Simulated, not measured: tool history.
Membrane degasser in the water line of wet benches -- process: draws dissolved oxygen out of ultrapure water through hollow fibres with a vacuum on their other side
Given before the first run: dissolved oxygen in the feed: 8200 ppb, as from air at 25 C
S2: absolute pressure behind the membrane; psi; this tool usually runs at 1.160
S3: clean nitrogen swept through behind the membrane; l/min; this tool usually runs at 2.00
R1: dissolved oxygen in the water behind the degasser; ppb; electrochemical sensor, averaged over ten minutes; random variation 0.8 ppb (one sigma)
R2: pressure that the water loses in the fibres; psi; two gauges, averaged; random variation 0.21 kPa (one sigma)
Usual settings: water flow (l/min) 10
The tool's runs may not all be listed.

Run 1, hour 0.0: usual settings. Result: R1 79.6 ppb, R2 7.205 psi.
Run 2, hour 132.1: usual settings but S3 4.84 l/min. Result: R1 45.5 ppb, R2 7.184 psi.
Run 3, hour 380.1: usual settings but S3 4.84 l/min. Result: R1 45.5 ppb, R2 7.207 psi.
Run 4, hour 518.2: usual settings but S3 4.84 l/min. Result: R1 44.6 ppb, R2 7.253 psi.
Run 5, hour 658.0: usual settings but water flow (l/min) 8. Result: R1 60.3 ppb, R2 5.790 psi.
Run 6, hour 878.2: usual settings but water flow (l/min) 8. Result: R1 62.1 ppb, R2 5.809 psi.
Run 7, hour 1074.9: usual settings but S2 2.341 psi. Result: R1 176.7 ppb, R2 7.190 psi.
Run 8, hour 1273.0: usual settings but S3 3.47 l/min. Result: R1 56.1 ppb, R2 7.224 psi.
Run 9, hour 1377.7: usual settings but S3 3.47 l/min. Result: R1 55.2 ppb, R2 7.278 psi.
At hour 1492.1: vacuum gauge calibrated.
Run 10, hour 1537.9: usual settings but S2 1.749 psi, S3 3.47 l/min. Result: R1 85.5 ppb, R2 7.279 psi.
Run 11, hour 1727.5: usual settings but water flow (l/min) 7. Result: R1 53.5 ppb, R2 5.102 psi.
Run 12, hour 1959.8: usual settings but water flow (l/min) 7, S2 1.363 psi. Result: R1 66.1 ppb, R2 5.063 psi.
Run 13, hour 2199.0: usual settings but S2 1.408 psi. Result: R1 104.0 ppb, R2 7.292 psi.
At hour 2341.9: vacuum gauge calibrated, once more.
Run 14, hour 2389.6: usual settings. Result: R1 80.2 ppb, R2 7.295 psi.
Run 15, hour 2586.1: usual settings. Result: R1 80.0 ppb, R2 7.301 psi.
Run 16, hour 2772.6: usual settings. Result: R1 80.0 ppb, R2 7.277 psi.
Run 17, hour 2971.4: usual settings. Result: R1 81.8 ppb, R2 7.355 psi.
Run 18, hour 3116.7: usual settings. Result: R1 80.9 ppb, R2 7.340 psi.
Run 19, hour 3240.2: usual settings but water flow (l/min) 6. Result: R1 44.1 ppb, R2 4.326 psi.
Run 20, hour 3413.0: usual settings but water flow (l/min) 6, S2 1.233 psi, S3 4.06 l/min. Result: R1 26.9 ppb, R2 4.396 psi.
Run 21, hour 3566.9: usual settings but water flow (l/min) 6, S2 1.233 psi, S3 4.06 l/min. Result: R1 28.3 ppb, R2 4.395 psi.
Run 22, hour 3735.0: usual settings but water flow (l/min) 6, S2 1.233 psi, S3 4.06 l/min. Result: R1 27.9 ppb, R2 4.389 psi.
Run 23, hour 3972.4: usual settings but water flow (l/min) 7, S2 2.379 psi, S3 4.15 l/min. Result: R1 68.9 ppb, R2 5.097 psi.
Run 24, hour 4197.9: usual settings but water flow (l/min) 8, S2 1.743 psi, S3 1.16 l/min. Result: R1 162.8 ppb, R2 5.825 psi.
Run 25, hour 4392.8: usual settings but water flow (l/min) 8, S2 1.743 psi, S3 1.16 l/min. Result: R1 162.3 ppb, R2 5.860 psi.
Run 26, hour 4574.7: usual settings but S2 0.792 psi, S3 1.38 l/min. Result: R1 63.8 ppb, R2 7.339 psi.
Run 27, hour 4816.7: usual settings but water flow (l/min) 14, S2 2.524 psi, S3 1.54 l/min. Result: R1 343.7 ppb, R2 10.290 psi.
Run 28, hour 4955.4: usual settings but water flow (l/min) 14, S2 2.524 psi, S3 1.54 l/min. Result: R1 335.8 ppb, R2 10.203 psi.
Run 29, hour 5059.3: usual settings but water flow (l/min) 11, S2 2.524 psi, S3 2.83 l/min. Result: R1 164.9 ppb, R2 8.042 psi.
Run 30, hour 5296.1: usual settings but water flow (l/min) 11, S2 2.524 psi, S3 2.83 l/min. Result: R1 163.9 ppb, R2 8.125 psi.
Run 31, hour 5414.3: usual settings but water flow (l/min) 13, S2 1.930 psi, S3 3.54 l/min. Result: R1 129.1 ppb, R2 9.597 psi.
Run 32, hour 5571.1: usual settings but water flow (l/min) 13, S2 1.930 psi, S3 3.54 l/min. Result: R1 132.0 ppb, R2 9.620 psi.
Run 33, hour 5792.9: usual settings but water flow (l/min) 16, S2 2.366 psi, S3 3.54 l/min. Result: R1 196.4 ppb, R2 11.855 psi.

Alternative continuations, all from the tool just after run 33; predict every row:
Run A, hour 5998.5: usual settings but water flow (l/min) 16, S2 2.366 psi, S3 2.29 l/min. Result: R1 ?, R2 ?.
Run B, hour 5998.5: usual settings but water flow (l/min) 8, S2 0.732 psi. Result: R1 ?, R2 ?.
Run C, hour 5998.5: usual settings but water flow (l/min) 16, S2 0.927 psi, S3 0.84 l/min. Result: R1 ?, R2 ?.

run     R1      R2
  A  273.0  11.771
  B   34.0   5.913
  C  190.9  11.758
Stripped of hidden state, with their random variation kept, the same runs would have yielded:
run     R1      R2
  A  258.5  11.362
  B   29.3   5.709
  C  176.5  11.349

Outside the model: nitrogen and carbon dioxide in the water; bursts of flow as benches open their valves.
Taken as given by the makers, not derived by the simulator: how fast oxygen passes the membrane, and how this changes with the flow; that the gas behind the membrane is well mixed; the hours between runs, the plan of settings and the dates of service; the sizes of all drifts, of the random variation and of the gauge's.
